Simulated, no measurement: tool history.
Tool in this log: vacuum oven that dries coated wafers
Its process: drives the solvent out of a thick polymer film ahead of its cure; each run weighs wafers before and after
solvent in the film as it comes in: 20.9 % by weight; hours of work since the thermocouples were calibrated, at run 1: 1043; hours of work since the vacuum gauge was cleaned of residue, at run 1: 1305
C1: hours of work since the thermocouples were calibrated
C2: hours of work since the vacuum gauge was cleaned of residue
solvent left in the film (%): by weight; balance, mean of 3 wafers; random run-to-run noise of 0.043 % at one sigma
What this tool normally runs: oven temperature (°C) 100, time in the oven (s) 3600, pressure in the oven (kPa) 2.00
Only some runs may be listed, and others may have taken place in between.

{"run": 1, "hour": 0.0, "oven temperature (°C)": 100, "time in the oven (s)": 3600, "pressure in the oven (kPa)": 2.0, "C1": 1043, "C2": 1305, "solvent left in the film (%)": 4.45}
{"hour": 7.8, "done": "oven's thermocouples calibrated"}
{"run": 2, "hour": 51.6, "oven temperature (°C)": 100, "time in the oven (s)": 3600, "pressure in the oven (kPa)": 2.43, "C1": 22, "C2": 1330, "solvent left in the film (%)": 3.95}
{"run": 3, "hour": 106.5, "oven temperature (°C)": 100, "time in the oven (s)": 2280, "pressure in the oven (kPa)": 2.0, "C1": 50, "C2": 1358, "solvent left in the film (%)": 6.24}
{"run": 4, "hour": 158.6, "oven temperature (°C)": 100, "time in the oven (s)": 2280, "pressure in the oven (kPa)": 2.0, "C1": 77, "C2": 1385, "solvent left in the film (%)": 6.28}
{"run": 5, "hour": 210.6, "oven temperature (°C)": 100, "time in the oven (s)": 1860, "pressure in the oven (kPa)": 2.0, "C1": 103, "C2": 1411, "solvent left in the film (%)": 7.45}
{"run": 6, "hour": 270.4, "oven temperature (°C)": 100, "time in the oven (s)": 1860, "pressure in the oven (kPa)": 2.0, "C1": 134, "C2": 1442, "solvent left in the film (%)": 7.52}
{"run": 7, "hour": 323.3, "oven temperature (°C)": 100, "time in the oven (s)": 1860, "pressure in the oven (kPa)": 2.0, "C1": 161, "C2": 1469, "solvent left in the film (%)": 7.58}
{"run": 8, "hour": 366.0, "oven temperature (°C)": 100, "time in the oven (s)": 3600, "pressure in the oven (kPa)": 3.48, "C1": 183, "C2": 1490, "solvent left in the film (%)": 4.44}
{"run": 9, "hour": 405.5, "oven temperature (°C)": 100, "time in the oven (s)": 3600, "pressure in the oven (kPa)": 3.48, "C1": 203, "C2": 1510, "solvent left in the film (%)": 4.52}
{"run": 10, "hour": 456.2, "oven temperature (°C)": 100, "time in the oven (s)": 3600, "pressure in the oven (kPa)": 2.0, "C1": 229, "C2": 1536, "solvent left in the film (%)": 4.0}
{"run": 11, "hour": 519.0, "oven temperature (°C)": 100, "time in the oven (s)": 3600, "pressure in the oven (kPa)": 2.0, "C1": 261, "C2": 1568, "solvent left in the film (%)": 3.89}
{"run": 12, "hour": 545.3, "oven temperature (°C)": 100, "time in the oven (s)": 3600, "pressure in the oven (kPa)": 2.0, "C1": 274, "C2": 1582, "solvent left in the film (%)": 3.98}
{"run": 13, "hour": 607.6, "oven temperature (°C)": 94, "time in the oven (s)": 2640, "pressure in the oven (kPa)": 1.73, "C1": 306, "C2": 1614, "solvent left in the film (%)": 7.77}
{"run": 14, "hour": 661.6, "oven temperature (°C)": 85, "time in the oven (s)": 3840, "pressure in the oven (kPa)": 2.26, "C1": 333, "C2": 1641, "solvent left in the film (%)": 9.74}
{"run": 15, "hour": 691.8, "oven temperature (°C)": 111, "time in the oven (s)": 3600, "pressure in the oven (kPa)": 2.0, "C1": 349, "C2": 1656, "solvent left in the film (%)": 1.48}
{"run": 16, "hour": 751.3, "oven temperature (°C)": 100, "time in the oven (s)": 6420, "pressure in the oven (kPa)": 2.46, "C1": 379, "C2": 1687, "solvent left in the film (%)": 2.18}
{"run": 17, "hour": 801.9, "oven temperature (°C)": 112, "time in the oven (s)": 6420, "pressure in the oven (kPa)": 1.65, "C1": 405, "C2": 1713, "solvent left in the film (%)": 0.84}
{"run": 18, "hour": 853.7, "oven temperature (°C)": 85, "time in the oven (s)": 2460, "pressure in the oven (kPa)": 6.62, "C1": 431, "C2": 1739, "solvent left in the film (%)": 13.62}
{"run": 19, "hour": 916.9, "oven temperature (°C)": 85, "time in the oven (s)": 2460, "pressure in the oven (kPa)": 6.62, "C1": 464, "C2": 1771, "solvent left in the film (%)": 13.56}
{"run": 20, "hour": 944.8, "oven temperature (°C)": 85, "time in the oven (s)": 3540, "pressure in the oven (kPa)": 5.39, "C1": 478, "C2": 1785, "solvent left in the film (%)": 11.68}
{"run": 21, "hour": 1007.5, "oven temperature (°C)": 100, "time in the oven (s)": 2100, "pressure in the oven (kPa)": 2.06, "C1": 510, "C2": 1817, "solvent left in the film (%)": 7.21}
{"run": 22, "hour": 1035.8, "oven temperature (°C)": 100, "time in the oven (s)": 3540, "pressure in the oven (kPa)": 2.06, "C1": 524, "C2": 1832, "solvent left in the film (%)": 4.31}
{"run": 23, "hour": 1065.9, "oven temperature (°C)": 105, "time in the oven (s)": 2100, "pressure in the oven (kPa)": 6.9, "C1": 540, "C2": 1847, "solvent left in the film (%)": 6.84}

Take each entry between the runs: how does the hidden state at the last listed run before it differ from the hidden state at the first listed run after it?
Runs 1 to 2: oven's thermocouples calibrated (hour 7.8)
  true wafer temperature over the reading, C: -2.11 -> -0.06; true pressure over the reading, kPa: 0.522 -> 0.532
  measured value less the no-hidden-state value, solvent left in the film (%): +0.90 -> +0.23
